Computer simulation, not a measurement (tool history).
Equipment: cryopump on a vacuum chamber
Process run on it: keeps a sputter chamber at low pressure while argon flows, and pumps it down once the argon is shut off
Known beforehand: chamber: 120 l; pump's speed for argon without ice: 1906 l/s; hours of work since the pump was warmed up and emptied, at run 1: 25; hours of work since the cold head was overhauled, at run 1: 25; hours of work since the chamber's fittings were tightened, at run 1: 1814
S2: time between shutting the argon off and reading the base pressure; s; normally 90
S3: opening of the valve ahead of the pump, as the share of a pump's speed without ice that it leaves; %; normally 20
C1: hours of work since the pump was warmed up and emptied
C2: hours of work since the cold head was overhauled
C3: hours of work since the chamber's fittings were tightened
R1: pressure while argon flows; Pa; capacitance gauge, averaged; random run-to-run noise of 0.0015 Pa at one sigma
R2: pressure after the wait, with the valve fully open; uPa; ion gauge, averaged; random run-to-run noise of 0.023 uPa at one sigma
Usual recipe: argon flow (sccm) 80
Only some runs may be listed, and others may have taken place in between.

Run 1, day 0: usual settings; C1 25; C2 25; C3 1814. Result: R1 0.3582 Pa, R2 2.32 uPa.
Run 2, day 1.288: usual settings; C1 41; C2 41; C3 1830. Result: R1 0.3561 Pa, R2 2.48 uPa.
Run 3, day 2.654: usual settings; C1 58; C2 58; C3 1847. Result: R1 0.3561 Pa, R2 2.41 uPa.
Run 4, day 4.462: usual settings; C1 81; C2 81; C3 1870. Result: R1 0.3561 Pa, R2 2.46 uPa.
Run 5, day 6.433: usual settings; C1 106; C2 106; C3 1895. Result: R1 0.3578 Pa, R2 2.52 uPa.
Run 6, day 8.538: usual settings; C1 133; C2 133; C3 1922. Result: R1 0.3569 Pa, R2 2.55 uPa.
Run 7, day 10.383: usual settings; C1 157; C2 157; C3 1945. Result: R1 0.3578 Pa, R2 2.56 uPa.
Run 8, day 12.362: usual settings; C1 182; C2 182; C3 1970. Result: R1 0.3591 Pa, R2 2.6 uPa.
Run 9, day 14.071: usual settings; C1 203; C2 203; C3 1992. Result: R1 0.3567 Pa, R2 2.61 uPa.
Run 10, day 16.017: usual settings but argon flow (sccm) 72; C1 228; C2 228; C3 2017. Result: R1 0.3228 Pa, R2 2.55 uPa.
Run 11, day 18.367: usual settings but argon flow (sccm) 142, S3 36 %; C1 258; C2 258; C3 2047. Result: R1 0.3613 Pa, R2 2.7 uPa.
Run 12, day 20.671: usual settings but argon flow (sccm) 142, S3 36 %; C1 287; C2 287; C3 2076. Result: R1 0.3611 Pa, R2 2.77 uPa.
Run 13, day 22.958: usual settings but argon flow (sccm) 118, S2 263 s, S3 19 %; C1 316; C2 316; C3 2105. Result: R1 0.5621 Pa, R2 2.36 uPa.
Run 14, day 23.996: usual settings but argon flow (sccm) 118, S2 263 s, S3 19 %; C1 329; C2 329; C3 2118. Result: R1 0.566 Pa, R2 2.36 uPa.
Run 15, day 26.221: usual settings but argon flow (sccm) 111, S2 140 s, S3 19 %; C1 358; C2 358; C3 2146. Result: R1 0.528 Pa, R2 2.57 uPa.
Run 16, day 27.988: usual settings but S2 131 s, S3 30 %; C1 380; C2 380; C3 2169. Result: R1 0.2452 Pa, R2 2.64 uPa.
Run 17, day 29.188: usual settings but S2 144 s, S3 30 %; C1 395; C2 395; C3 2184. Result: R1 0.243 Pa, R2 2.65 uPa.
Run 18, day 30.604: usual settings but argon flow (sccm) 64, S2 108 s, S3 23 %; C1 413; C2 413; C3 2202. Result: R1 0.2529 Pa, R2 2.83 uPa.
At day 30.983: leaking fittings of the chamber tightened, without venting.
Run 19, day 33.079: usual settings but argon flow (sccm) 64, S2 108 s, S3 23 %; C1 443; C2 443; C3 27. Result: R1 0.2534 Pa, R2 0.75 uPa.

Here are 3 independent what-if runs from the current tool condition. What would each one return?
Run A, day 35.25: usual settings but argon flow (sccm) 93, S2 46 s; C1 471; C2 471; C3 54. Result: R1 ?, R2 ?.
Run B, day 35.25: usual settings but argon flow (sccm) 64, S2 25 s, S3 23 %; C1 471; C2 471; C3 54. Result: R1 ?, R2 ?.
Run C, day 35.25: usual settings but argon flow (sccm) 87, S2 108 s, S3 29 %; C1 471; C2 471; C3 54. Result: R1 ?, R2 ?.

run      R1    R2
  A  0.4255  1.48
  B  0.2545  2.38
  C  0.2745  0.73
Stripped of hidden state, with their random variation kept, the same runs would have yielded:
run      R1    R2
  A  0.4149  1.38
  B  0.2472  2.28
  C  0.2646  0.63

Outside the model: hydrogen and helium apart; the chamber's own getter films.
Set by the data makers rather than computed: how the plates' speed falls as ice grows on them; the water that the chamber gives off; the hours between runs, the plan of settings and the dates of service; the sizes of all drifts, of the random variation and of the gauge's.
